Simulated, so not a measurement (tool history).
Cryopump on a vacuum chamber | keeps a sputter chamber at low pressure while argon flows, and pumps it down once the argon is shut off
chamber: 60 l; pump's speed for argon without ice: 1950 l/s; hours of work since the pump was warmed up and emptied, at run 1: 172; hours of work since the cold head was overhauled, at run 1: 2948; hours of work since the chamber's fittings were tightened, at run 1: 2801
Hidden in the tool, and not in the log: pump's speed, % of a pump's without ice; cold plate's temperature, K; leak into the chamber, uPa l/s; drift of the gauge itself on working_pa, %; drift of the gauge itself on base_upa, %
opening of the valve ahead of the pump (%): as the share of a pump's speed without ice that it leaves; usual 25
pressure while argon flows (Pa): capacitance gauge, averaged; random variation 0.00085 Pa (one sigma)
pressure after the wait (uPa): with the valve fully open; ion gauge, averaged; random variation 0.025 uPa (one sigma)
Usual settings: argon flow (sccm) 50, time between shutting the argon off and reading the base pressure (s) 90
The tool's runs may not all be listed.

run,hour,argon flow (sccm),time between shutting the argon off and reading the base pressure (s),opening of the valve ahead of the pump (%),hours of work since the pump was warmed up and emptied,hours of work since the cold head was overhauled,hours of work since the chamber's fittings were tightened,pressure while argon flows (Pa),pressure after the wait (uPa)
1,0.0,50,90,25,172,2948,2801,0.1763,1.89
2,72.5,50,90,25,235,3011,2865,0.1773,1.85
3,131.8,50,90,25,287,3063,2917,0.1790,1.92
4,212.3,50,66,25,358,3134,2987,0.1807,2.26
5,260.4,50,90,25,400,3176,3030,0.1824,1.96
6,318.3,50,90,25,451,3226,3080,0.1842,2.06
# hour 327.1: leaking fittings of the chamber tightened, without venting
7,369.9,50,34,25,494,3270,37,0.1825,2.42
8,452.9,99,34,25,567,3343,110,0.3632,2.34
9,500.1,39,273,15,608,3384,152,0.2345,0.55
10,588.2,39,273,15,685,3461,229,0.2340,0.55
11,647.2,39,273,15,737,3513,280,0.2370,0.55

Some steps in pressure while argon flows (Pa) between neighbouring runs. How much of each would the tool show without its hidden state too (settings, what came in, random variation), and how much is left for the hidden state, with any gauge scatter that isn't in both results?
Run 7 -> 8: argon flow (sccm) 50 -> 99. pressure while argon flows (Pa) +0.1807: hidden state +0.0121, all else +0.1686.
Run 8 -> 9: argon flow (sccm) 99 -> 39, time between shutting the argon off and reading the base pressure (s) 34 -> 273, opening of the valve ahead of the pump (%) 25 -> 15. pressure while argon flows (Pa) -0.1287: hidden state -0.0124, all else -0.1163.
